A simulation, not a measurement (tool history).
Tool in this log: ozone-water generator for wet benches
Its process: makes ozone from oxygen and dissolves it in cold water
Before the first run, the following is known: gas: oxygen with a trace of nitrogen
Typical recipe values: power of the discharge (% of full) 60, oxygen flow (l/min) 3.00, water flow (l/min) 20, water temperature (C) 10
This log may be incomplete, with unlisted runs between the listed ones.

| run | hour | power of the discharge (% of full) | oxygen flow (l/min) | water flow (l/min) | water temperature (C) | dissolved ozone (ppm) | ozone in the gas ahead of the water (g/m3) |
|---|---|---|---|---|---|---|---|
| 1 | 0.0 | 60 | 3.00 | 20 | 10 | 10.8 | 139.2 |
| 2 | 39.7 | 60 | 3.00 | 20 | 10 | 10.9 | 139.8 |
|  | 52.5 | water thermometer calibrated |
| 3 | 65.3 | 60 | 3.00 | 20 | 10 | 10.9 | 138.8 |
| 4 | 94.7 | 60 | 3.00 | 20 | 10 | 10.8 | 139.2 |
| 5 | 118.5 | 60 | 3.00 | 20 | 10 | 10.9 | 139.4 |
| 6 | 140.8 | 60 | 3.00 | 20 | 10 | 11.1 | 140.7 |
| 7 | 171.2 | 54 | 3.00 | 20 | 10 | 10.1 | 128.3 |
|  | 197.6 | contactor cleaned |
| 8 | 215.3 | 54 | 3.00 | 20 | 10 | 9.9 | 128.3 |
| 9 | 250.8 | 54 | 3.00 | 20 | 10 | 10.1 | 126.7 |
| 10 | 288.9 | 60 | 3.00 | 20 | 10 | 11.0 | 140.5 |
| 11 | 315.9 | 60 | 3.00 | 20 | 10 | 10.9 | 140.0 |
| 12 | 349.8 | 60 | 3.00 | 20 | 10 | 10.9 | 139.3 |
| 13 | 370.8 | 60 | 3.74 | 20 | 10 | 11.4 | 123.7 |
| 14 | 396.0 | 60 | 3.74 | 20 | 10 | 11.3 | 122.2 |
| 15 | 424.5 | 60 | 3.74 | 20 | 10 | 11.2 | 124.3 |
| 16 | 449.3 | 60 | 3.74 | 20 | 10 | 11.3 | 123.9 |
| 17 | 485.9 | 60 | 3.74 | 20 | 10 | 11.2 | 123.7 |
| 18 | 504.9 | 60 | 3.74 | 20 | 10 | 11.2 | 122.4 |
| 19 | 537.9 | 60 | 3.74 | 20 | 10 | 11.2 | 122.6 |

What does the tool deliver on the next run?
| 20 | 577.1 | 60 | 3.74 | 21 | 10 | ? | ? |

dissolved ozone (ppm): 10.8
ozone in the gas ahead of the water (g/m3): 123.1
Were there no unlogged condition in the tool, this run, its random variation unchanged, would have produced dissolved ozone (ppm) 10.8, ozone in the gas ahead of the water (g/m3) 123.1.
